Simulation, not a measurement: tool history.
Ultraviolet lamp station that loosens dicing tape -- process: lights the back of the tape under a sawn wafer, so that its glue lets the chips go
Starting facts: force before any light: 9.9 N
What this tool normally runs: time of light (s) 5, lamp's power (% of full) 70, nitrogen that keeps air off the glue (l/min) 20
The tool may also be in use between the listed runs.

| run | hour | time of light (s) | lamp's power (% of full) | nitrogen that keeps air off the glue (l/min) | force that peels the tape off (N) | light that reached the tape (mJ/cm²) |
|---|---|---|---|---|---|---|
| 1 | 0 | 5 | 70 | 20 | 0.942 | 196 |
|  | 36.7 | window cleaned of glue's vapour |
| 2 | 55.9 | 5 | 70 | 20 | 0.691 | 221 |
| 3 | 143.1 | 5 | 70 | 20 | 0.912 | 203 |
| 4 | 200.1 | 5 | 70 | 8 | 1.725 | 187 |
| 5 | 248.8 | 5 | 70 | 8 | 2.054 | 175 |
| 6 | 304.1 | 5 | 70 | 8 | 2.198 | 168 |
|  | 316.4 | window cleaned of glue's vapour |
| 7 | 347.7 | 5 | 70 | 20 | 0.988 | 188 |
| 8 | 402.5 | 5 | 70 | 20 | 1.156 | 174 |
| 9 | 466.7 | 5 | 80 | 20 | 1.072 | 182 |
| 10 | 550.5 | 5 | 80 | 20 | 1.323 | 167 |
|  | 558.7 | lamp changed |
|  | 596 | window cleaned of glue's vapour |
| 11 | 625.3 | 5 | 70 | 20 | 0.523 | 252 |
| 12 | 692.7 | 5 | 70 | 20 | 0.624 | 236 |
| 13 | 759.5 | 5 | 70 | 20 | 0.764 | 220 |
| 14 | 811 | 8 | 70 | 20 | 0.253 | 334 |
| 15 | 850.8 | 8 | 70 | 20 | 0.3 | 318 |
|  | 873 | window cleaned of glue's vapour |
| 16 | 916.4 | 8 | 70 | 20 | 0.221 | 348 |
| 17 | 953.9 | 8 | 70 | 20 | 0.26 | 338 |
| 18 | 1034.2 | 8 | 70 | 20 | 0.324 | 308 |
| 19 | 1112.6 | 5 | 70 | 20 | 1.263 | 175 |
|  | 1151.4 | window cleaned of glue's vapour |
| 20 | 1178.2 | 5 | 70 | 20 | 0.954 | 195 |
| 21 | 1244.2 | 5 | 99 | 20 | 0.522 | 254 |
| 22 | 1327.1 | 5 | 70 | 20 | 1.395 | 160 |
| 23 | 1365.7 | 5 | 96 | 17 | 0.898 | 209 |
| 24 | 1406.9 | 3 | 70 | 11 | 3.987 | 89 |
|  | 1427.8 | window cleaned of glue's vapour |
| 25 | 1468.4 | 4 | 63 | 7 | 3.574 | 112 |
|  | 1497.7 | lamp changed |
| 26 | 1538 | 4 | 63 | 7 | 2.158 | 175 |
| 27 | 1582.8 | 3 | 63 | 28 | 1.923 | 123 |
| 28 | 1632.3 | 10 | 88 | 9 | 0.14 | 558 |
|  | 1709.7 | window cleaned of glue's vapour |
| 29 | 1709.7 | 3 | 71 | 27 | 1.518 | 146 |
| 30 | 1751.4 | 3 | 71 | 27 | 1.519 | 141 |
| 31 | 1796.7 | 3 | 71 | 27 | 1.755 | 132 |
| 32 | 1837.5 | 3 | 71 | 27 | 1.799 | 131 |
| 33 | 1879.5 | 3 | 71 | 27 | 2.042 | 123 |
| 34 | 1935.3 | 5 | 64 | 20 | 1.251 | 168 |
|  | 1989.4 | window cleaned of glue's vapour |
| 35 | 2020.3 | 9 | 61 | 8 | 0.591 | 328 |
| 36 | 2076.8 | 6 | 61 | 40 | 0.64 | 202 |
| 37 | 2156.3 | 5 | 70 | 20 | 1.227 | 175 |
| 38 | 2233.7 | 5 | 70 | 20 | 1.507 | 164 |
|  | 2266.1 | window cleaned of glue's vapour |
| 39 | 2324.7 | 4 | 70 | 20 | 1.873 | 139 |
| 40 | 2402.6 | 5 | 77 | 20 | 1.307 | 174 |
|  | 2434.2 | lamp changed |
| 41 | 2476.9 | 2 | 65 | 20 | 3.542 | 88 |
| 42 | 2536.6 | 2 | 65 | 20 | 3.722 | 80 |
|  | 2549 | window cleaned of glue's vapour |
| 43 | 2600.5 | 4 | 89 | 14 | 0.74 | 247 |

3 options for the next run, each taken on its own from the tool as it stands now. Forecast them:
| A | 2688.5 | 9 | 60 | 14 | ? | ? |
| B | 2688.5 | 5 | 94 | 28 | ? | ? |
| C | 2688.5 | 5 | 70 | 15 | ? | ? |

| run | force that peels the tape off (N) | light that reached the tape (mJ/cm²) |
|---|---|---|
| A | 0.324 | 339 |
| B | 0.288 | 296 |
| C | 0.886 | 219 |
Without the tool's unlogged condition, the same runs would have read:
| run | force that peels the tape off (N) | light that reached the tape (mJ/cm²) |
|---|---|---|
| A | 0.198 | 412 |
| B | 0.182 | 360 |
| C | 0.559 | 267 |
